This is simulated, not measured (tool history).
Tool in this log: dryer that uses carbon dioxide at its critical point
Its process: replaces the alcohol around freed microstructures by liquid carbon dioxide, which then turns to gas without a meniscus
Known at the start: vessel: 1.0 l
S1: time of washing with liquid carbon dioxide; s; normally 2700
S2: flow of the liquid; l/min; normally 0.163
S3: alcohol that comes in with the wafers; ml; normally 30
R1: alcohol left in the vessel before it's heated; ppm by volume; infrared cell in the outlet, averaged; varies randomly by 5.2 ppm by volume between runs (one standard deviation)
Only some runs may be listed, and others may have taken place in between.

run	hour	S1	S2	S3	R1
1	0.0	2700	0.163	30	113
2	17.1	2700	0.163	30	115
3	38.7	2700	0.163	30	120
4	53.3	2700	0.163	30	135
5	77.5	2700	0.163	30	131
6	90.2	2700	0.163	30	144
7	114.0	2700	0.163	30	147
8	133.4	2700	0.163	30	148
9	155.7	2700	0.163	30	155
10	173.7	2700	0.163	30	164
11	185.2	2700	0.163	30	162
12	208.8	2700	0.163	30	166
13	230.1	2700	0.163	30	167
14	244.9	2640	0.163	73	439
# hour 252.0: inlet filter changed
15	265.5	2520	0.163	89	424
16	289.4	2880	0.163	49	146
17	311.6	2880	0.163	49	151
18	322.3	2580	0.111	114	2779
19	342.5	2580	0.111	114	2898
20	360.3	2580	0.111	44	1162
21	372.0	3660	0.144	36	76
22	383.1	3660	0.144	36	75
23	405.3	3660	0.144	36	84
24	420.5	1980	0.163	30	570
25	432.3	2700	0.163	108	504
26	453.4	2700	0.140	88	868

Consider 4 possible next runs. They are alternatives, not a sequence: every one starts from the tool as it was left by run 26. What does each give?
A	473.1	4140	0.216	82	?
B	473.1	3180	0.140	81	?
C	473.1	1980	0.163	72	?
D	473.1	2700	0.163	25	?

run	R1
A	43
B	383
C	1446
D	159
What these runs would have given with no unlogged condition in the tool:
run	R1
A	9
B	221
C	1017
D	79
